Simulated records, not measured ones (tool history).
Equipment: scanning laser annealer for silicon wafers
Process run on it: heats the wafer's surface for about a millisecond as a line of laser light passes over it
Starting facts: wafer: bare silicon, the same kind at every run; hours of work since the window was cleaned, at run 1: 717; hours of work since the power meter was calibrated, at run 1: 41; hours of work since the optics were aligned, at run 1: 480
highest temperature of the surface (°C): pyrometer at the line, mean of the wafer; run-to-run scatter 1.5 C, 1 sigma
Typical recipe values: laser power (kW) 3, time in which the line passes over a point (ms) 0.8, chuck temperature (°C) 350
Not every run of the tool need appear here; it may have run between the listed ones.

run,hour,laser power (kW),time in which the line passes over a point (ms),chuck temperature (°C),hours of work since the window was cleaned,hours of work since the power meter was calibrated,hours of work since the optics were aligned,highest temperature of the surface (°C)
1,0,3,0.8,350,717,41,480,1070
2,5.6,3,0.8,350,720,44,482,1070
3,10.9,3,0.8,350,722,46,485,1072
4,15.3,3,0.8,350,724,49,487,1070
5,20.3,3,0.599,350,727,51,489,974
# hour 23.9: laser's power meter calibrated
6,32.6,3.158,0.599,350,731,4,494,1010
7,41.2,3.158,0.599,350,735,8,498,1010
8,47,3.158,0.674,350,738,11,500,1050
9,54.8,3.158,0.674,350,741,14,504,1052
# hour 63.8: laser's power meter calibrated, once more
10,63.9,2.57,0.606,377,744,0,507,915
11,72.3,2.57,0.606,377,748,4,511,916
12,78.8,3,0.663,350,751,7,514,1006
13,85.2,2.852,0.663,350,754,10,517,976
14,94.2,3.022,0.86,378,758,14,521,1130
15,99.9,3,0.574,351,761,17,524,963
16,105,2.929,0.574,351,763,19,526,949
17,113.8,3.169,0.8,350,767,23,530,1111

The same runs without the tool's hidden state, with the same run-to-run variation:
The tool's hidden condition here consists of: light that passes the window, % of a clean one's; laser's true power over the reading, %; width of the line over the set one, %; drift of the gauge itself on peak_c, C.
run,highest temperature of the surface (°C)
1,1094
2,1095
3,1097
4,1096
5,996
6,1034
7,1033
8,1075
9,1077
10,934
11,935
12,1029
13,998
14,1158
15,985
16,970
17,1139

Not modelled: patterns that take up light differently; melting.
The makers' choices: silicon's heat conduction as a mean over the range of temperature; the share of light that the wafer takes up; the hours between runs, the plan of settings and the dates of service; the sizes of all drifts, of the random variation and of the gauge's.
